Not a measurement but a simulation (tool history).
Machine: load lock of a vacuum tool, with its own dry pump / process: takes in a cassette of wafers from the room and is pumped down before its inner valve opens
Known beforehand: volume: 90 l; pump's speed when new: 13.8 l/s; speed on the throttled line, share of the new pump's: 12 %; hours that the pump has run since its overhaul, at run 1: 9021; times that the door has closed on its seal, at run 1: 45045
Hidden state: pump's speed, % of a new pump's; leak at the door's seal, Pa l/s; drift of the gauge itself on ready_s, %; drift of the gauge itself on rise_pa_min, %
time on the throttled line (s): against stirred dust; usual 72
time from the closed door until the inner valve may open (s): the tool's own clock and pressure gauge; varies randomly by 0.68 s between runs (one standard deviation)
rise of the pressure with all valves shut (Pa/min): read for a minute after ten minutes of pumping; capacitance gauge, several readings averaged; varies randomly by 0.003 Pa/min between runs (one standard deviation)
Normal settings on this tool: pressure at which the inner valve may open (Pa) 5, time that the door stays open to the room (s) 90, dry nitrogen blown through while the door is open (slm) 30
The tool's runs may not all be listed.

run,hour,time on the throttled line (s),pressure at which the inner valve may open (Pa),time that the door stays open to the room (s),dry nitrogen blown through while the door is open (slm),hours that the pump has run since its overhaul,times that the door has closed on its seal,"incoming humidity of the room's air, %",time from the closed door until the inner valve may open (s),rise of the pressure with all valves shut (Pa/min)
1,0,72,5,90,30,9021,45045,46.1,136.7,0.487
2,158.1,72,5,90,30,9179,45546,42.4,137.3,0.505
3,368.9,72,5,90,30,9390,46214,45.8,136.2,0.516
4,678.9,72,5,90,30,9700,47195,46,136.8,0.508
5,880.2,72,5,90,30,9901,47833,44.4,138.2,0.538
6,1191.5,72,7,90,30,10213,48818,46.6,134.4,0.561
7,1457.2,72,7,90,30,10478,49660,42.8,135.2,0.571
8,1677,72,7,90,30,10698,50356,41.6,135,0.586
9,1842,72,5,90,18,10863,50878,46.7,138.7,0.618
10,2076.2,72,5,90,18,11097,51620,44.4,138.3,0.615
# hour 2278.3: door's seal changed, seat wiped
11,2364.9,72,5,90,18,11385,274,45.1,139.8,0.025
12,2583,72,5,90,18,11603,965,44.4,139.7,0.024
13,2870,72,5,115,30,11890,1874,45.2,141.4,0.027
14,3047.9,72,5,90,30,12068,2438,46.7,141,0.032
15,3378.7,72,5,41,30,12398,3485,46.6,140.8,0.026
16,3554.2,72,5,90,30,12574,4041,46.1,140.4,0.038
17,3734,72,5,90,30,12754,4610,47.7,141.5,0.037
18,4053.4,72,5,90,30,13073,5622,43.8,142.2,0.04
19,4315.2,72,5,75,30,13335,6451,42.6,142.2,0.045
20,4515.7,104,6,136,8,13535,7086,43.7,167.4,0.063
21,4853.1,104,6,136,8,13873,8154,42.4,169.3,0.064
22,5026.4,104,8,171,8,14046,8703,47.8,165.1,0.083
23,5268.3,92,9,171,36,14288,9469,43.2,154.4,0.069
24,5475.4,72,8,38,30,14495,10125,47.8,137.5,0.064
25,5804.4,72,5,90,9,14824,11167,45.2,142.7,0.087
26,5951.9,137,5,49,8,14972,11634,45.1,199.3,0.084
27,6274.7,74,5,49,18,15294,12656,46.4,145,0.094
28,6626,44,5,49,18,15646,13768,45.9,120.4,0.102
29,6956.8,72,5,90,42,15976,14816,43.1,144.3,0.106
30,7183.9,72,9,90,42,16204,15535,42.7,139.3,0.109
# hour 7367.9: dry pump taken out, an overhauled one fitted
31,7452.9,72,9,90,42,85,16368,47.1,125.1,0.117
32,7666.5,72,9,90,42,299,17044,40.5,124.4,0.127
33,7820.6,48,5,44,30,453,17532,46.7,106.8,0.135
34,8072.4,91,5,67,5,705,18330,41.9,146.8,0.147
35,8357.1,97,7,197,17,989,19232,43.9,148.6,0.163
36,8633.2,64,7,216,30,1265,20106,45,119.1,0.165

3 options for the next run, each taken on its own from the tool as it stands now. Forecast them:
A,8970.4,110,7,216,21,1603,21174,41.8,?,?
B,8970.4,37,5,90,30,1603,21174,45.8,?,?
C,8970.4,77,6,216,30,1603,21174,47,?,?

run,time from the closed door until the inner valve may open (s),rise of the pressure with all valves shut (Pa/min)
A,161.7,0.176
B,99.6,0.174
C,133.2,0.178
Had the tool no hidden state, the same runs would have come out as:
run,time from the closed door until the inner valve may open (s),rise of the pressure with all valves shut (Pa/min)
A,161,0.022
B,98.7,0.017
C,132.5,0.026
